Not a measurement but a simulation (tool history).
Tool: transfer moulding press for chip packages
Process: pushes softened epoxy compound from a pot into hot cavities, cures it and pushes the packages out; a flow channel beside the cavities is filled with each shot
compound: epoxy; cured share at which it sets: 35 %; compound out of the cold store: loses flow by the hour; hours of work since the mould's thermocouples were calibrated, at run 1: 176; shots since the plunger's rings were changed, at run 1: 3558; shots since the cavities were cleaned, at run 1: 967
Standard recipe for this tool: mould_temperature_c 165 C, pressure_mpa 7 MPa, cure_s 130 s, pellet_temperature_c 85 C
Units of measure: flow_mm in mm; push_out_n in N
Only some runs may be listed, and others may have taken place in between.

run	hour	mould_temperature_c	pressure_mpa	cure_s	pellet_temperature_c	hours of work since the mould's thermocouples were calibrated	shots since the plunger's rings were changed	shots since the cavities were cleaned	incoming compound's hours out of the cold store	flow_mm	push_out_n
1	0	165	7	130	85	176	3558	967	11.5	502	838
2	9.2	165	7	130	85	183	3665	1074	21.8	481	823
# hour 12.6: cavities cleaned with cleaning compound and waxed
3	19.4	165	7	130	85	189	3765	78	8.4	510	477
4	29.4	165	7	130	85	197	3881	194	33.1	471	574
5	34	165	7	157	85	200	3934	247	21.7	486	554
# hour 40.7: plunger's sealing rings changed
6	42.1	165	5.56	157	85	204	16	311	28.8	452	576
7	51	165	8.25	130	85	211	120	415	34.6	533	713
8	61.2	165	8.25	130	85	219	237	532	45.8	524	731
9	66.3	165	8.25	130	85	223	296	591	43.7	519	782
10	75.3	166	7	130	85	229	400	695	35.6	490	743
11	84	166	7	130	85	236	501	796	25.5	504	767
12	93.1	166	7	130	85	243	606	901	24.7	509	801
13	100.6	165	7	130	85	248	692	987	41	479	798
14	107.8	165	7	130	85	254	776	1071	32.2	498	827
# hour 111: cavities cleaned with cleaning compound and waxed
15	118.7	160	7.23	154	78	261	885	89	38.2	509	501
16	128.5	160	7.23	154	78	268	998	202	21.3	537	604
17	133.2	160	7.23	154	78	272	1052	256	48	492	613
18	138.1	165	6.34	131	85	275	1109	313	33	466	616
19	146.8	165	5.7	154	86	282	1210	414	10.6	471	640
20	151.4	165	7.36	136	85	285	1263	467	23	518	695
21	158.1	169	7.36	124	93	290	1340	544	43.8	474	686
22	168.3	160	8.5	152	77	298	1459	663	45.3	532	797
23	174.2	165	6.02	118	85	303	1526	730	30.6	457	841
24	180.5	165	7.1	159	83	307	1600	804	40.1	482	729
25	188.6	158	7.1	124	83	313	1693	897	20.3	527	1348
26	193.6	158	7.1	124	83	317	1751	955	36.5	503	1316
27	200.6	165	8.63	161	85	322	1832	1036	42	525	755
# hour 207.3: cavities cleaned with cleaning compound and waxed
28	211.3	165	5.74	161	77	329	1938	47	15.4	463	386

Predict each of these 3 candidate next runs independently; none follows another, all start after run 28:
A	219.1	163	7	112	85	335	2028	137	18.5	?	?
B	219.1	165	6.31	132	95	335	2028	137	24.8	?	?
C	219.1	165	5.4	161	84	335	2028	137	31.2	?	?

run	flow_mm	push_out_n
A	513	726
B	473	505
C	429	459
The same runs, with their run-to-run variation unchanged, on a tool lacking any hidden condition would have given:
run	flow_mm	push_out_n
A	531	561
B	489	375
C	444	333

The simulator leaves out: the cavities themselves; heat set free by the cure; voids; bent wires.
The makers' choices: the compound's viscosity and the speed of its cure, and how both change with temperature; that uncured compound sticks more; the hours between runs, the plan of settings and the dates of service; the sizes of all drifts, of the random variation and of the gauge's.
